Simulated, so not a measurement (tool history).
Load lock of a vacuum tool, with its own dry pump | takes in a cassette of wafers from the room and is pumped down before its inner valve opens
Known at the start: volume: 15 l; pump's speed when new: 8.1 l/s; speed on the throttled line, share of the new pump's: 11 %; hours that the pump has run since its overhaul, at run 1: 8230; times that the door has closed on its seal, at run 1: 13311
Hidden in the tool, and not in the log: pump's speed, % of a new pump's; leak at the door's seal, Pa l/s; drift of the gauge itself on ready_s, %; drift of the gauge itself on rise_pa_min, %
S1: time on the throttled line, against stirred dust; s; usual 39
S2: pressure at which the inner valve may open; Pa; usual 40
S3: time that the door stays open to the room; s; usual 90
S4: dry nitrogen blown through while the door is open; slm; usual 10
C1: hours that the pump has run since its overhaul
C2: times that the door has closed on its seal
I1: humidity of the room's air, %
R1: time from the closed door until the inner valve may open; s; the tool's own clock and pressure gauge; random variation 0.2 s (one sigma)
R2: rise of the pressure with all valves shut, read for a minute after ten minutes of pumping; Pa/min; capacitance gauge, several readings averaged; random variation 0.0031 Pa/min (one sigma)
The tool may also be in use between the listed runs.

run	hour	S1	S2	S3	S4	C1	C2	I1	R1	R2
1	0	39	40	90	10	8230	13311	45.2	50.3	0.138
2	120.3	39	40	90	10	8351	13540	44.7	50.3	0.13
3	240	39	40	90	10	8470	13767	47.3	50.5	0.14
4	389.5	39	40	90	10	8620	14052	43.7	50.5	0.141
5	555.7	39	40	90	10	8786	14368	42.2	50.5	0.137
6	714.4	39	40	90	10	8945	14669	48.3	50.5	0.157
7	861.4	39	40	90	10	9092	14949	43.6	50.8	0.142
8	984.1	39	40	90	42	9214	15182	44	50.2	0.101
9	1116.4	39	40	90	42	9347	15434	47.2	51	0.101
10	1259.8	29	40	90	10	9490	15707	41.9	42	0.141
11	1416.1	29	40	90	10	9646	16004	46.2	41.9	0.148
12	1560.3	39	40	90	10	9790	16278	45.5	51.1	0.154
13	1711.6	20	40	90	10	9942	16566	44.9	34.2	0.156
14	1844.5	39	40	65	10	10075	16819	45.2	51	0.145
15	1953.1	39	40	90	10	10183	17025	42.6	51.2	0.152
16	2069	39	40	90	10	10299	17246	47.7	51.3	0.162
17	2224.2	39	40	90	9	10454	17541	44.4	50.9	0.162
18	2307	39	40	90	8	10537	17698	41.5	50.8	0.164
19	2475.1	39	40	90	8	10705	18018	48.9	51	0.177
20	2607.8	36	40	90	19	10838	18270	42.1	48.2	0.137
21	2757.9	59	48	86	18	10988	18556	43.4	68	0.144
22	2893.1	60	35	90	44	11123	18813	44.2	69.5	0.124
23	3036.5	39	28	90	32	11267	19086	41.4	52.4	0.127
24	3138.7	39	28	90	32	11369	19280	46.7	51.9	0.136
25	3248.2	39	34	31	10	11478	19488	44.6	51.7	0.135
26	3399	39	45	136	10	11629	19775	47.6	50.8	0.209
27	3578.1	38	55	153	10	11808	20116	45.2	49.6	0.206
28	3680.9	39	40	123	9	11911	20311	45.9	51.1	0.197
29	3835.8	61	40	118	9	12066	20606	43.8	70.3	0.197
30	4000.6	39	77	105	20	12231	20919	46.9	49.9	0.164
31	4083.1	39	77	105	20	12313	21076	41.7	49.8	0.165
32	4196.1	39	35	105	8	12426	21291	48.7	51.8	0.217
# hour 4269.3: dry pump taken out, an overhauled one fitted
33	4344.9	48	54	28	5	76	21562	45.8	56.5	0.169
34	4447.8	23	41	208	11	179	21758	46	34.9	0.236
35	4568.6	23	41	208	11	299	21988	46.8	35.2	0.245
36	4648.7	77	40	49	10	379	22140	43.5	83.1	0.175

The same runs without the tool's hidden state, with the same run-to-run variation:
run	R1	R2
1	49.1	0.084
2	49.1	0.077
3	49.2	0.084
4	49.3	0.084
5	49.2	0.078
6	49.2	0.096
7	49.5	0.078
8	48.8	0.037
9	49.6	0.036
10	40.4	0.073
11	40.3	0.079
12	49.6	0.083
13	32.4	0.082
14	49.5	0.07
15	49.7	0.077
16	49.8	0.084
17	49.3	0.082
18	49.2	0.082
19	49.4	0.094
20	46.6	0.054
21	66.8	0.057
22	68.1	0.035
23	50.5	0.037
24	50	0.044
25	49.8	0.042
26	49	0.114
27	47.9	0.109
28	49.3	0.099
29	68.9	0.096
30	48.3	0.061
31	48.1	0.058
32	49.8	0.109
33	56.6	0.059
34	35	0.126
35	35.2	0.132
36	83.1	0.06

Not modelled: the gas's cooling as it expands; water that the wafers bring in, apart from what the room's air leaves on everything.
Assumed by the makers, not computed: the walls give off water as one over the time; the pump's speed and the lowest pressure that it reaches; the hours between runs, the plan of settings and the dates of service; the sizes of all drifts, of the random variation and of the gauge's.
